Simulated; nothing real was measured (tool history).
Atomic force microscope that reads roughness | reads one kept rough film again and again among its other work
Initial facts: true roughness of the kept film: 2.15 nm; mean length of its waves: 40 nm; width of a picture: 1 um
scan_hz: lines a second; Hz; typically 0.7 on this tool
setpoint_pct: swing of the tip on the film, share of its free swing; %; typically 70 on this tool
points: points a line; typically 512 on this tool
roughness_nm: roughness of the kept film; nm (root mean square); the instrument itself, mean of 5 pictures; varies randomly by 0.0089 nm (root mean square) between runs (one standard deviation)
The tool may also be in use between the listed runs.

| run | day | scan_hz | setpoint_pct | points | roughness_nm |
|---|---|---|---|---|---|
| 1 | 0 | 0.7 | 70 | 512 | 1.997 |
|  | 0.179 | new tip fitted |
| 2 | 1.796 | 0.7 | 70 | 512 | 1.988 |
| 3 | 3.775 | 0.7 | 65 | 512 | 2.016 |
| 4 | 6.362 | 0.7 | 65 | 512 | 2.026 |
| 5 | 8.733 | 0.7 | 74 | 512 | 1.963 |
|  | 10.321 | new tip fitted |
| 6 | 10.862 | 0.7 | 70 | 512 | 1.98 |
| 7 | 12.271 | 0.7 | 70 | 512 | 1.986 |
| 8 | 14.283 | 0.7 | 70 | 512 | 2.005 |
| 9 | 15.717 | 0.7 | 70 | 512 | 1.986 |
| 10 | 18.333 | 0.7 | 70 | 512 | 2.001 |
| 11 | 19.538 | 0.7 | 70 | 911 | 1.995 |
|  | 20.425 | new tip fitted |
| 12 | 20.979 | 1.247 | 70 | 667 | 1.939 |
| 13 | 22.829 | 0.7 | 77 | 512 | 1.943 |
| 14 | 25.067 | 0.7 | 77 | 512 | 1.96 |
| 15 | 26.804 | 0.7 | 77 | 512 | 1.945 |

Run 16 comes next. What will it give?
| 16 | 28.638 | 1.944 | 70 | 872 | ? |

roughness_nm: 1.839 nm (root mean square)
If the tool had no hidden condition, the same run with the same run-to-run variation would have returned roughness_nm 1.844 nm (root mean square).
